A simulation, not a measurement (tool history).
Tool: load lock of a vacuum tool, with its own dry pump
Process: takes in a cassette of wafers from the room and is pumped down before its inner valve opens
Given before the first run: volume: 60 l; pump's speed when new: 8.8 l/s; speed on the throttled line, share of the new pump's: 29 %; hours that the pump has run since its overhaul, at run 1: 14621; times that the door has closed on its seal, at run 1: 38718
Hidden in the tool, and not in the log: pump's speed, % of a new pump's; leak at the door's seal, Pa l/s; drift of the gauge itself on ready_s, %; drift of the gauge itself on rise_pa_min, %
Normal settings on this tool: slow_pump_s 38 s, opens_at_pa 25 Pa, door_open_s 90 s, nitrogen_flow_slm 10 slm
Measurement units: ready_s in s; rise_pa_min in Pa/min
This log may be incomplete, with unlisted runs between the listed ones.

run	day	slow_pump_s	opens_at_pa	door_open_s	nitrogen_flow_slm	hours that the pump has run since its overhaul	times that the door has closed on its seal	incoming humidity of the room's air, %	ready_s	rise_pa_min
1	0.000	38	25	90	10	14621	38718	44.7	97.3	0.259
2	13.833	38	25	90	10	14953	39981	47.6	96.7	0.273
3	30.600	38	25	90	10	15356	41512	42.5	98.1	0.278
4	46.046	38	25	90	10	15727	42922	43.5	97.3	0.288
5	56.600	38	25	90	10	15980	43885	46.6	99.0	0.300
# day 66.721: dry pump taken out, an overhauled one fitted
6	66.721	23	25	90	10	0	44787	46.6	74.4	0.309
7	80.442	23	25	137	10	329	46039	44.3	74.7	0.346
8	90.821	38	25	90	10	578	46987	46.4	85.6	0.327
9	107.104	38	38	90	5	969	48474	46.3	83.4	0.362
10	123.246	73	25	90	10	1357	49948	44.2	110.1	0.355
11	132.312	73	25	90	10	1574	50775	47.3	109.6	0.366
12	139.033	73	25	90	10	1736	51389	47.8	110.0	0.376
13	148.000	27	29	90	10	1951	52208	46.8	77.7	0.379
14	157.071	27	18	46	10	2168	53036	44.2	82.2	0.361
15	170.121	66	22	83	44	2482	54227	41.2	107.3	0.366

For some of the steps in ready_s from one run to the next: how much would appear even if the tool had no hidden state, given the settings, what came in and random variation, and how much remains for the hidden state plus any gauge scatter that the measured result and the result without hidden state don't share?
Run 5 -> 6: slow_pump_s 38 -> 23, dry pump taken out, an overhauled one fitted. ready_s -24.6 s: hidden state -13.3, all else -11.3.
Run 12 -> 13: slow_pump_s 73 -> 27, opens_at_pa 25 -> 29. ready_s -32.3 s: hidden state +1.0, all else -33.3.
